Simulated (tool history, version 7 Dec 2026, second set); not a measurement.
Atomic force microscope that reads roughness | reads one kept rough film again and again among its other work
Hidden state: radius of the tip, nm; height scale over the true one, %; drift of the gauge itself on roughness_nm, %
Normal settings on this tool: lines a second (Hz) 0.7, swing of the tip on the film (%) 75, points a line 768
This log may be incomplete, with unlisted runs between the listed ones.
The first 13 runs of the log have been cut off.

| run | hour | lines a second (Hz) | swing of the tip on the film (%) | points a line | pictures with this tip | hours of work since the height scale was calibrated | roughness of the kept film (nm (root mean square)) |
|---|---|---|---|---|---|---|---|
| 14 | 524.6 | 0.7 | 63 | 768 | 91 | 795 | 2.082 |
|  | 528.1 | new tip fitted |
| 15 | 559.9 | 0.7 | 75 | 768 | 64 | 816 | 2.104 |
|  | 576.1 | new tip fitted |
| 16 | 601.5 | 0.7 | 75 | 768 | 50 | 840 | 2.192 |
|  | 627.9 | new tip fitted |
| 17 | 648 | 0.523 | 79 | 455 | 40 | 867 | 2.206 |
|  | 678.9 | new tip fitted |
| 18 | 690.3 | 1.23 | 79 | 354 | 23 | 892 | 2.091 |
| 19 | 719.9 | 0.708 | 75 | 768 | 82 | 910 | 2.014 |
|  | 729.1 | new tip fitted |
| 20 | 774 | 0.652 | 88 | 993 | 90 | 942 | 1.966 |
|  | 777 | new tip fitted |
| 21 | 816.3 | 0.94 | 56 | 320 | 78 | 967 | 2.061 |
|  | 825.4 | new tip fitted |
| 22 | 865.8 | 0.953 | 65 | 757 | 81 | 996 | 2.075 |
|  | 875.2 | new tip fitted |
| 23 | 893.2 | 0.953 | 65 | 757 | 36 | 1012 | 2.256 |
| 24 | 918.6 | 3.434 | 75 | 784 | 87 | 1027 | 1.756 |
|  | 923.2 | new tip fitted |
| 25 | 942.4 | 1.445 | 75 | 432 | 38 | 1041 | 2.087 |
|  | 975 | new tip fitted |
| 26 | 975 | 1.445 | 75 | 432 | 0 | 1060 | 2.236 |
| 27 | 1003 | 1.445 | 75 | 432 | 56 | 1077 | 2.041 |

Run 28 is up next; what results do you expect?
|  | 1024.7 | new tip fitted |
| 28 | 1054.2 | 0.7 | 59 | 768 | 59 | 1107 | ? |

roughness of the kept film (nm (root mean square)): 2.197
Minus the tool's unlogged condition, the same run would have read roughness of the kept film (nm (root mean square)) 2.406.
